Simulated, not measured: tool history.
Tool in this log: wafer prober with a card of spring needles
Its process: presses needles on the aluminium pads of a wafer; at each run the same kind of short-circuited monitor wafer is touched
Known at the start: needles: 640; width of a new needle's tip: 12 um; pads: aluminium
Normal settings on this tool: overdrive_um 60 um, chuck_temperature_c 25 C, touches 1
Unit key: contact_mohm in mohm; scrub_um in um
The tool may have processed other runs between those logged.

run,hour,overdrive_um,chuck_temperature_c,touches,contact_mohm,scrub_um
1,0.0,60,25,1,183,8.12
# hour 13.0: tips cleaned on abrasive film
2,15.2,60,25,1,182,8.11
# hour 31.6: tips cleaned on abrasive film
3,36.1,60,25,1,179,8.08
# hour 49.7: tips cleaned on abrasive film
4,58.3,60,25,1,182,8.11
# hour 69.7: tips cleaned on abrasive film
5,76.9,60,25,1,181,8.14
# hour 87.9: tips cleaned on abrasive film
6,104.7,69,25,1,181,9.33
# hour 106.3: tips cleaned on abrasive film
# hour 125.1: tips cleaned on abrasive film
7,132.9,60,123,1,205,8.14
# hour 144.0: tips cleaned on abrasive film
8,148.0,60,123,1,200,8.15
# hour 163.2: tips cleaned on abrasive film
9,174.2,44,25,1,186,5.97
# hour 181.7: tips cleaned on abrasive film
# hour 200.6: tips cleaned on abrasive film
10,206.4,60,29,1,182,8.20
# hour 220.3: tips cleaned on abrasive film
11,229.3,60,29,1,182,8.18
# hour 238.6: tips cleaned on abrasive film
# hour 258.4: tips cleaned on abrasive film
12,261.2,60,29,1,184,8.21
# hour 277.6: tips cleaned on abrasive film
13,289.2,46,30,2,188,6.27
# hour 297.3: tips cleaned on abrasive film
14,310.0,75,122,1,199,10.22
# hour 317.4: tips cleaned on abrasive film
# hour 337.3: tips cleaned on abrasive film
15,342.6,75,122,1,201,10.26
# hour 348.5: height of the first contact set anew
# hour 357.0: tips cleaned on abrasive film
16,361.3,75,122,1,200,10.26
# hour 375.1: tips cleaned on abrasive film
17,375.1,55,52,1,189,7.56
# hour 393.3: tips cleaned on abrasive film
18,393.3,41,93,2,202,5.62
# hour 411.9: tips cleaned on abrasive film
19,414.5,41,93,2,201,5.65
# hour 431.8: tips cleaned on abrasive film
20,436.6,54,43,2,185,7.46
# hour 449.7: tips cleaned on abrasive film
# hour 467.9: tips cleaned on abrasive film
21,469.2,50,112,1,202,6.86
# hour 487.8: tips cleaned on abrasive film
22,502.0,50,112,1,203,6.88
# hour 505.8: tips cleaned on abrasive film
23,519.6,55,38,2,187,7.58
# hour 525.4: tips cleaned on abrasive film
# hour 543.8: tips cleaned on abrasive film
24,550.2,52,75,1,192,7.22

Alternative continuations, all from the tool just after run 24; predict every row:
# hour 561.8: tips cleaned on abrasive film
# hour 579.9: tips cleaned on abrasive film
A,580.0,78,119,2,?,?
# hour 561.8: tips cleaned on abrasive film
# hour 579.9: tips cleaned on abrasive film
B,580.0,40,25,1,?,?
# hour 561.8: tips cleaned on abrasive film
# hour 579.9: tips cleaned on abrasive film
C,580.0,79,40,1,?,?
# hour 561.8: tips cleaned on abrasive film
# hour 579.9: tips cleaned on abrasive film
D,580.0,57,75,1,?,?

run,contact_mohm,scrub_um
A,202,10.78
B,190,5.56
C,182,10.94
D,193,7.87
Take away the tool's hidden state, keep each run's random variation, and the runs would have read:
run,contact_mohm,scrub_um
A,202,10.51
B,189,5.42
C,182,10.67
D,193,7.67
